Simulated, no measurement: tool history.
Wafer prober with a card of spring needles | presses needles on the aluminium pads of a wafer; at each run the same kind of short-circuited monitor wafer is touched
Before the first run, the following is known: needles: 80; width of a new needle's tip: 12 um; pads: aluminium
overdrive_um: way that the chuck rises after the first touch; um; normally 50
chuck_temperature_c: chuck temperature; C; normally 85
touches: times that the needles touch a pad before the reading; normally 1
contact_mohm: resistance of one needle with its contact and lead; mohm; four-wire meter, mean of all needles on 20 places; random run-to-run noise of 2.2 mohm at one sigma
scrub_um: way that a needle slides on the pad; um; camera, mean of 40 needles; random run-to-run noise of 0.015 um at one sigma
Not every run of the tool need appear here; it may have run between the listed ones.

run	hour	overdrive_um	chuck_temperature_c	touches	contact_mohm	scrub_um
1	0	50	85	1	447	5.93
2	4.8	50	85	3	320	5.91
3	10.1	50	85	2	372	5.93
# hour 12: height of the first contact set anew
# hour 15.2: tips cleaned on abrasive film
4	15.2	50	85	2	246	6.01
5	24.4	50	85	2	344	6.03
6	31.7	50	85	1	447	6.03
7	39.1	50	85	1	456	6.03
# hour 45.4: tips cleaned on abrasive film
8	47.3	50	85	3	268	6.01
9	53.9	50	85	3	303	6.01
10	60	50	85	3	316	5.97
11	66.4	50	85	2	372	5.96
# hour 75.6: tips cleaned on abrasive film
12	75.6	50	85	2	249	5.98
13	81.2	50	85	2	330	6
14	86.2	50	85	2	355	6
15	94.9	50	85	2	373	5.98
16	102	50	85	2	365	5.99
# hour 106: tips cleaned on abrasive film
17	108.2	50	85	2	298	5.97

Estimate the outcome of run 18 from the log above:
18	117.4	34	61	1	?	?

Run 18 yielded contact_mohm 658 mohm, scrub_um 4.04 um.
With no hidden state in the tool, this same run would have given contact_mohm 247 mohm, scrub_um 4.09 um.

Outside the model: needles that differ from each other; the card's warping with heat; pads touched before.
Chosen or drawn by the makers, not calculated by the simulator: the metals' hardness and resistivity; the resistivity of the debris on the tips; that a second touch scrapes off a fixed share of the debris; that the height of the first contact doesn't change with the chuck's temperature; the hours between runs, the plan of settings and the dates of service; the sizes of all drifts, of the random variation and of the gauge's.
